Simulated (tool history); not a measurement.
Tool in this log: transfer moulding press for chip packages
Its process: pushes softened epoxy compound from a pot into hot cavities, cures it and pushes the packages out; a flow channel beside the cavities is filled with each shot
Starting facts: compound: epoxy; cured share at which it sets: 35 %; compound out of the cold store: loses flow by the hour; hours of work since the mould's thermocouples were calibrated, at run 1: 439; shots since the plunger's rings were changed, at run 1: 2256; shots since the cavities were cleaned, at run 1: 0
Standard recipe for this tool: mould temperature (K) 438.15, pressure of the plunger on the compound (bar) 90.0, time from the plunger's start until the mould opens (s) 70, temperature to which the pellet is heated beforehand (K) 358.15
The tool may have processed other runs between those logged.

run	hour	mould temperature (K)	pressure of the plunger on the compound (bar)	time from the plunger's start until the mould opens (s)	temperature to which the pellet is heated beforehand (K)	hours of work since the mould's thermocouples were calibrated	shots since the plunger's rings were changed	shots since the cavities were cleaned	incoming compound's hours out of the cold store	length that the compound runs in the flow channel (mm)	greatest force on the pins that push the packages out (N)
1	0.0	438.15	90.0	70	358.15	439	2256	0	34.8	723	197
2	17.9	438.15	90.0	70	358.15	450	2513	257	44.0	684	271
3	36.1	438.15	90.0	70	358.15	462	2773	517	41.2	694	328
4	51.4	438.15	90.0	70	358.15	471	2993	737	40.5	689	339
5	66.6	438.15	90.0	70	358.15	481	3211	955	41.3	687	366
# hour 80.6: cavities cleaned with cleaning compound and waxed
6	82.2	438.15	90.0	70	358.15	490	3413	23	30.4	727	219
7	100.7	438.15	88.9	70	358.15	502	3679	289	28.0	724	305
8	116.4	438.15	90.0	70	358.15	512	3904	514	28.5	727	331
# hour 126.0: plunger's sealing rings changed
9	134.9	438.15	90.0	70	358.15	522	128	744	13.5	823	382
10	148.1	438.15	90.0	70	358.15	531	317	933	37.2	726	370
# hour 163.4: cavities cleaned with cleaning compound and waxed
11	164.4	438.15	90.0	70	358.15	540	529	13	20.8	782	213
12	182.6	438.15	90.0	70	358.15	552	791	275	11.0	828	309
13	191.8	438.15	90.0	70	358.15	557	922	406	8.5	834	333
# hour 207.2: mould's thermocouples calibrated
14	207.6	438.15	90.0	70	358.15	0	1121	605	20.5	780	352
15	218.1	438.15	90.0	70	358.15	7	1272	756	40.2	708	363
16	229.9	437.15	76.3	70	358.15	14	1441	925	11.3	754	424
17	241.5	437.15	76.3	70	358.15	22	1607	1091	32.8	672	414
# hour 245.4: cavities cleaned with cleaning compound and waxed
18	252.8	437.15	76.3	70	358.15	28	1748	107	14.6	741	259
19	263.1	438.15	74.4	54	357.15	35	1895	254	10.1	744	567
20	274.8	438.15	76.6	70	358.15	42	2063	422	26.2	690	323
21	292.4	438.15	78.1	70	352.15	53	2316	675	43.5	637	349
22	301.0	443.15	90.0	70	360.15	59	2439	798	35.6	703	304
23	310.0	438.15	90.0	70	360.15	65	2568	927	43.5	683	379
# hour 326.4: cavities cleaned with cleaning compound and waxed
24	327.1	442.15	90.0	101	359.15	74	2792	11	17.2	773	168
25	341.4	441.15	90.0	59	353.15	84	2997	216	10.4	794	364
26	359.6	441.15	90.0	59	353.15	95	3257	476	18.9	762	438
27	374.5	438.15	90.3	64	358.15	105	3472	691	8.6	807	486
28	387.0	438.15	90.0	56	353.15	113	3651	870	12.3	780	752
29	395.7	438.15	90.0	63	364.15	118	3775	994	32.7	708	480
# hour 406.7: cavities cleaned with cleaning compound and waxed
# hour 415.9: plunger's sealing rings changed
30	415.9	440.15	91.7	95	364.15	128	0	95	18.2	809	182

Each row is a separate what-if for the run after 30, all from the same tool condition, not one after another. Results?
A	430.0	438.15	90.0	77	348.15	137	203	298	26.8	?	?
B	430.0	438.15	85.3	70	361.15	137	203	298	37.0	?	?
C	430.0	446.15	89.8	95	356.15	137	203	298	26.4	?	?

run	length that the compound runs in the flow channel (mm)	greatest force on the pins that push the packages out (N)
A	777	263
B	719	283
C	757	225
With the hidden condition removed and each run's random variation left untouched, the same runs would have given:
run	length that the compound runs in the flow channel (mm)	greatest force on the pins that push the packages out (N)
A	781	178
B	723	189
C	761	153
